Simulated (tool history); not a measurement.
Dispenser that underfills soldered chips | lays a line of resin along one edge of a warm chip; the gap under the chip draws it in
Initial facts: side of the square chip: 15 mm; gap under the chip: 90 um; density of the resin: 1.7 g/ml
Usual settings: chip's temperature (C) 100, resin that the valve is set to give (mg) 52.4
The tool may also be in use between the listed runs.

run	hour	chip's temperature (C)	resin that the valve is set to give (mg)	time until the resin shows at the far edge (s)	resin that the valve gave (mg)
1	0	100	52.4	369.2	51.3
# hour 2.1: new syringe of resin
2	9.1	100	52.4	320	50.91
# hour 15.1: new syringe of resin
3	22.6	100	52.4	319.6	50.46
# hour 28.5: new syringe of resin
4	36.4	94	52.4	408.6	49.96
# hour 41.8: new syringe of resin
5	46.4	100	52.4	283	50.2
6	53.8	100	52.4	381	49.72
# hour 54.7: new syringe of resin
7	59.8	100	62.6	282.2	59.67
# hour 67.4: new syringe of resin
8	69.1	100	62.6	255.2	59.13
# hour 80.6: new syringe of resin
9	82.4	100	52.4	253.6	49.51
# hour 93.4: new syringe of resin
10	96.3	100	52.4	269.9	48.65
11	104.1	97	52.4	414.5	49.11
# hour 106.3: new syringe of resin
12	109.9	97	52.4	317.9	48.71
# hour 119.4: new syringe of resin
13	121.9	97	52.4	299.6	48.65
# hour 132.2: new syringe of resin
14	132.9	97	52.4	275.1	48.15
# hour 145.1: new syringe of resin
# hour 146.1: dispensing valve cleaned and set on the balance
15	146.2	97	52.4	266	52.7
# hour 159.4: new syringe of resin
16	159.6	97	52.4	263.1	51.94
17	170.3	97	52.4	398.5	51.73
# hour 172.3: new syringe of resin
18	182.8	108	52.4	279	51.7
# hour 185.7: new syringe of resin
19	193.6	100	48.6	340.5	47.61
# hour 198.9: new syringe of resin
20	202	96	51	308.3	49.97
21	211	97	51.6	427	50.18
# hour 212.1: new syringe of resin
22	222.4	98	45	397	43.97
# hour 225.1: new syringe of resin
23	235.8	114	49.9	235.6	48.27
# hour 238.7: new syringe of resin
24	249.4	104	65.4	317.9	62.55
# hour 252.1: new syringe of resin
25	257.4	106	57.8	242.6	54.69
26	263.6	105	54.5	324.7	52.04
# hour 265.5: new syringe of resin
27	275.3	105	54.5	300.4	51.45
# hour 278.3: new syringe of resin
28	287.3	105	54.5	297.9	51.2
# hour 291.1: new syringe of resin
29	293.4	105	54.5	224.7	51.22
30	301.3	94	57.7	439.9	54.18
# hour 304.8: new syringe of resin
31	309.5	100	59.7	291.9	55.37
# hour 317.7: new syringe of resin
32	321.7	100	52.4	290.5	48.13
33	329.4	95	67.2	448.8	61.98
# hour 331.6: new syringe of resin
34	340.6	86	59.5	586.5	54.64

Below are 3 alternative next runs, each starting from the tool's condition after run 34. Predict each:
# hour 344.6: dispensing valve cleaned and set on the balance
# hour 345.7: new syringe of resin
A	352.6	90	50.5	?	?
# hour 344.6: dispensing valve cleaned and set on the balance
# hour 345.7: new syringe of resin
B	352.6	106	59.5	?	?
# hour 344.6: dispensing valve cleaned and set on the balance
# hour 345.7: new syringe of resin
C	352.6	113	67.8	?	?

run	time until the resin shows at the far edge (s)	resin that the valve gave (mg)
A	443.9	50.54
B	256.6	59.61
C	201	67.46
What these runs would have given with no unlogged condition in the tool:
run	time until the resin shows at the far edge (s)	resin that the valve gave (mg)
A	321.1	50.67
B	186.6	59.76
C	146.7	67.63
